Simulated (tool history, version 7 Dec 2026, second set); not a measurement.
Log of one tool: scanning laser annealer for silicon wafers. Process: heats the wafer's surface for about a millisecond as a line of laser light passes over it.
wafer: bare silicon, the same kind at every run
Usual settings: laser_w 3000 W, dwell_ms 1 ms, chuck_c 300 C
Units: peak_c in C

{"run": 1, "hour": 0.0, "laser_w": 3000, "dwell_ms": 1, "chuck_c": 300, "peak_c": 1126}
{"run": 2, "hour": 11.7, "laser_w": 3000, "dwell_ms": 1, "chuck_c": 300, "peak_c": 1125}
{"run": 3, "hour": 20.1, "laser_w": 3000, "dwell_ms": 1, "chuck_c": 300, "peak_c": 1122}
{"run": 4, "hour": 30.4, "laser_w": 3000, "dwell_ms": 1, "chuck_c": 300, "peak_c": 1121}
{"run": 5, "hour": 39.5, "laser_w": 3000, "dwell_ms": 1, "chuck_c": 300, "peak_c": 1124}
{"run": 6, "hour": 51.8, "laser_w": 3000, "dwell_ms": 1, "chuck_c": 300, "peak_c": 1121}
{"run": 7, "hour": 64.7, "laser_w": 3000, "dwell_ms": 1, "chuck_c": 300, "peak_c": 1125}
{"run": 8, "hour": 73.1, "laser_w": 2660, "dwell_ms": 1, "chuck_c": 300, "peak_c": 1029}
{"run": 9, "hour": 80.3, "laser_w": 2600, "dwell_ms": 1, "chuck_c": 300, "peak_c": 1010}
{"run": 10, "hour": 93.8, "laser_w": 2600, "dwell_ms": 1, "chuck_c": 300, "peak_c": 1010}
{"run": 11, "hour": 107.4, "laser_w": 2600, "dwell_ms": 1, "chuck_c": 300, "peak_c": 1010}
{"run": 12, "hour": 122.8, "laser_w": 2955, "dwell_ms": 0.88, "chuck_c": 276, "peak_c": 1035}
{"run": 13, "hour": 139.3, "laser_w": 2955, "dwell_ms": 0.88, "chuck_c": 276, "peak_c": 1037}
{"run": 14, "hour": 151.1, "laser_w": 3124, "dwell_ms": 0.88, "chuck_c": 329, "peak_c": 1129}
{"run": 15, "hour": 166.3, "laser_w": 3124, "dwell_ms": 0.88, "chuck_c": 329, "peak_c": 1135}
{"run": 16, "hour": 182.6, "laser_w": 2748, "dwell_ms": 0.91, "chuck_c": 330, "peak_c": 1049}
{"run": 17, "hour": 197.4, "laser_w": 2748, "dwell_ms": 0.91, "chuck_c": 330, "peak_c": 1046}
{"run": 18, "hour": 208.5, "laser_w": 2636, "dwell_ms": 1.06, "chuck_c": 288, "peak_c": 1029}
{"run": 19, "hour": 224.9, "laser_w": 2635, "dwell_ms": 1.21, "chuck_c": 308, "peak_c": 1097}
{"run": 20, "hour": 232.5, "laser_w": 3004, "dwell_ms": 1.23, "chuck_c": 273, "peak_c": 1179}

Forecast each of these 5 alternatives for the next run:
{"run": "A", "hour": 248.2, "laser_w": 2658, "dwell_ms": 0.98, "chuck_c": 318, "peak_c": "?"}
{"run": "B", "hour": 248.2, "laser_w": 3000, "dwell_ms": 0.78, "chuck_c": 314, "peak_c": "?"}
{"run": "C", "hour": 248.2, "laser_w": 2916, "dwell_ms": 0.93, "chuck_c": 338, "peak_c": "?"}
{"run": "D", "hour": 248.2, "laser_w": 3000, "dwell_ms": 0.96, "chuck_c": 300, "peak_c": "?"}
{"run": "E", "hour": 248.2, "laser_w": 2724, "dwell_ms": 1.05, "chuck_c": 273, "peak_c": "?"}

run=A peak_c=1039
run=B peak_c=1045
run=C peak_c=1110
run=D peak_c=1107
run=E peak_c=1035
Without the tool's hidden state the same runs would have given:
run=A peak_c=1040
run=B peak_c=1046
run=C peak_c=1110
run=D peak_c=1108
run=E peak_c=1035

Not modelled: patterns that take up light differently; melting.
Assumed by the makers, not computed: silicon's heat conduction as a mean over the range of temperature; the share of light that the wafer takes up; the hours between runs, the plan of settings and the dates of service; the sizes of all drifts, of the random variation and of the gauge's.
